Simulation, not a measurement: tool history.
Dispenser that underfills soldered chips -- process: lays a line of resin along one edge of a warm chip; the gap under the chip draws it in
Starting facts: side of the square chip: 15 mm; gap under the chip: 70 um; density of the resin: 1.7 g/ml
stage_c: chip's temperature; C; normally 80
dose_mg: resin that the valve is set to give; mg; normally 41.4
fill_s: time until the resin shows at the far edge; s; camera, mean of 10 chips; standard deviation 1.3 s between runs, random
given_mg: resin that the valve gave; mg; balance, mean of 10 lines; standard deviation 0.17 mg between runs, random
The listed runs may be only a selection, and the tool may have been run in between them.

Run 1, day 0: usual settings. Result: fill_s 175.6 s, given_mg 37.74 mg.
At day 0.292: dispensing valve cleaned and set on the balance.
Run 2, day 0.325: usual settings but dose_mg 53.2 mg. Result: fill_s 248.6 s, given_mg 53.07 mg.
At day 0.388: new syringe of resin.
Run 3, day 0.492: usual settings but dose_mg 53.2 mg. Result: fill_s 137.7 s, given_mg 53.23 mg.
Run 4, day 0.662: usual settings but stage_c 85 C. Result: fill_s 142 s, given_mg 41.04 mg.
Run 5, day 0.983: usual settings but stage_c 85 C. Result: fill_s 211.5 s, given_mg 41.09 mg.
At day 1.012: new syringe of resin.
Run 6, day 1.15: usual settings but stage_c 85 C. Result: fill_s 120.5 s, given_mg 40.59 mg.
Run 7, day 1.338: usual settings but stage_c 85 C. Result: fill_s 152.5 s, given_mg 40.47 mg.
Run 8, day 1.496: usual settings but dose_mg 39.7 mg. Result: fill_s 229.7 s, given_mg 39.28 mg.
At day 1.654: new syringe of resin.
Run 9, day 1.758: usual settings but dose_mg 50.7 mg. Result: fill_s 131.9 s, given_mg 49.35 mg.
Run 10, day 2.046: usual settings but stage_c 95 C, dose_mg 35.6 mg. Result: fill_s 114 s, given_mg 34.59 mg.
At day 2.288: new syringe of resin.
Run 11, day 2.304: usual settings but stage_c 81 C, dose_mg 37.6 mg. Result: fill_s 120.5 s, given_mg 36.36 mg.
Run 12, day 2.579: usual settings but stage_c 92 C. Result: fill_s 112.1 s, given_mg 40.26 mg.
At day 2.917: new syringe of resin.
Run 13, day 2.921: usual settings but stage_c 92 C. Result: fill_s 75.5 s, given_mg 40.03 mg.
Run 14, day 3.088: usual settings but stage_c 79 C, dose_mg 52 mg. Result: fill_s 152.9 s, given_mg 50.07 mg.

Here are 3 independent what-if runs from the current tool condition. What would each one return?
Run A, day 3.421: usual settings but stage_c 76 C, dose_mg 53.2 mg. Result: fill_s ?, given_mg ?.
Run B, day 3.421: usual settings but stage_c 79 C, dose_mg 52 mg. Result: fill_s ?, given_mg ?.
Run C, day 3.421: usual settings but stage_c 79 C, dose_mg 45.6 mg. Result: fill_s ?, given_mg ?.

run  fill_s  given_mg
  A   262.3     50.65
  B   232.3     49.85
  C   234.8     44.03
With the hidden condition removed and each run's random variation left untouched, the same runs would have given:
run  fill_s  given_mg
  A   143.6     53.03
  B   126.9     52.18
  C     128     46.09
